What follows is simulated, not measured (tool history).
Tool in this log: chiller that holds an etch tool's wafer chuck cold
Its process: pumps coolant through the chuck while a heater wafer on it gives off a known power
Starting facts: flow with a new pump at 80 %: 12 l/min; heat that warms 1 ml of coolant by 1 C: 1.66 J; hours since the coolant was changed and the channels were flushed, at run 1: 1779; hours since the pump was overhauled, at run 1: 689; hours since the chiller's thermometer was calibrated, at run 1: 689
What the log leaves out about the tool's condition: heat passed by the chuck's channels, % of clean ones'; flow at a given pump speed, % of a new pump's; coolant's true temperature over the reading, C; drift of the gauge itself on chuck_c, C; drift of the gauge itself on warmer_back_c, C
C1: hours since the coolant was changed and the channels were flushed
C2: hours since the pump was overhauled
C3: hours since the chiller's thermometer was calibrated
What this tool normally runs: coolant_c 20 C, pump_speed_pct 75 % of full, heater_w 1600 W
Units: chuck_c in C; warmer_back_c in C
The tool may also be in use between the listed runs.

run 1 day=0.000 | coolant_c=20 pump_speed_pct=75 heater_w=1600 | C1=1779 C2=689 C3=689 | chuck_c=32.1 warmer_back_c=5.39
run 2 day=2.883 | coolant_c=20 pump_speed_pct=75 heater_w=1600 | C1=1849 C2=758 C3=758 | chuck_c=32.2 warmer_back_c=5.38
run 3 day=5.992 | coolant_c=20 pump_speed_pct=75 heater_w=1600 | C1=1923 C2=833 C3=833 | chuck_c=32.3 warmer_back_c=5.41
run 4 day=10.671 | coolant_c=20 pump_speed_pct=75 heater_w=1600 | C1=2035 C2=945 C3=945 | chuck_c=32.4 warmer_back_c=5.42
-- day=11.150 chiller's thermometer calibrated
run 5 day=14.200 | coolant_c=20 pump_speed_pct=75 heater_w=1600 | C1=2119 C2=1029 C3=73 | chuck_c=32.9 warmer_back_c=5.44
run 6 day=18.600 | coolant_c=20 pump_speed_pct=75 heater_w=2351 | C1=2225 C2=1134 C3=179 | chuck_c=38.5 warmer_back_c=8.00
run 7 day=20.892 | coolant_c=14 pump_speed_pct=93 heater_w=1620 | C1=2280 C2=1189 C3=234 | chuck_c=24.4 warmer_back_c=4.43
run 8 day=24.233 | coolant_c=14 pump_speed_pct=93 heater_w=2311 | C1=2360 C2=1269 C3=314 | chuck_c=29.0 warmer_back_c=6.30
run 9 day=27.500 | coolant_c=13 pump_speed_pct=93 heater_w=885 | C1=2438 C2=1348 C3=392 | chuck_c=18.9 warmer_back_c=2.47
run 10 day=31.017 | coolant_c=12 pump_speed_pct=70 heater_w=934 | C1=2523 C2=1432 C3=477 | chuck_c=20.3 warmer_back_c=3.49
run 11 day=34.512 | coolant_c=12 pump_speed_pct=70 heater_w=934 | C1=2607 C2=1516 C3=561 | chuck_c=20.2 warmer_back_c=3.45
run 12 day=36.950 | coolant_c=25 pump_speed_pct=67 heater_w=834 | C1=2665 C2=1575 C3=619 | chuck_c=32.8 warmer_back_c=3.30

Forecast each of these 3 alternatives for the next run:
-- day=39.462 chiller's thermometer calibrated, once more
run A day=41.321 | coolant_c=14 pump_speed_pct=64 heater_w=2054 | C1=2769 C2=1679 C3=45 | chuck_c=? warmer_back_c=?
-- day=39.462 chiller's thermometer calibrated, once more
run B day=41.321 | coolant_c=25 pump_speed_pct=74 heater_w=1979 | C1=2769 C2=1679 C3=45 | chuck_c=? warmer_back_c=?
-- day=39.462 chiller's thermometer calibrated, once more
run C day=41.321 | coolant_c=13 pump_speed_pct=99 heater_w=1166 | C1=2769 C2=1679 C3=45 | chuck_c=? warmer_back_c=?

run=A chuck_c=33.6 warmer_back_c=8.50
run=B chuck_c=41.4 warmer_back_c=6.97
run=C chuck_c=20.4 warmer_back_c=3.02
With the hidden condition removed and each run's random variation left untouched, the same runs would have given:
run=A chuck_c=30.6 warmer_back_c=7.85
run=B chuck_c=38.8 warmer_back_c=6.43
run=C chuck_c=19.2 warmer_back_c=2.79

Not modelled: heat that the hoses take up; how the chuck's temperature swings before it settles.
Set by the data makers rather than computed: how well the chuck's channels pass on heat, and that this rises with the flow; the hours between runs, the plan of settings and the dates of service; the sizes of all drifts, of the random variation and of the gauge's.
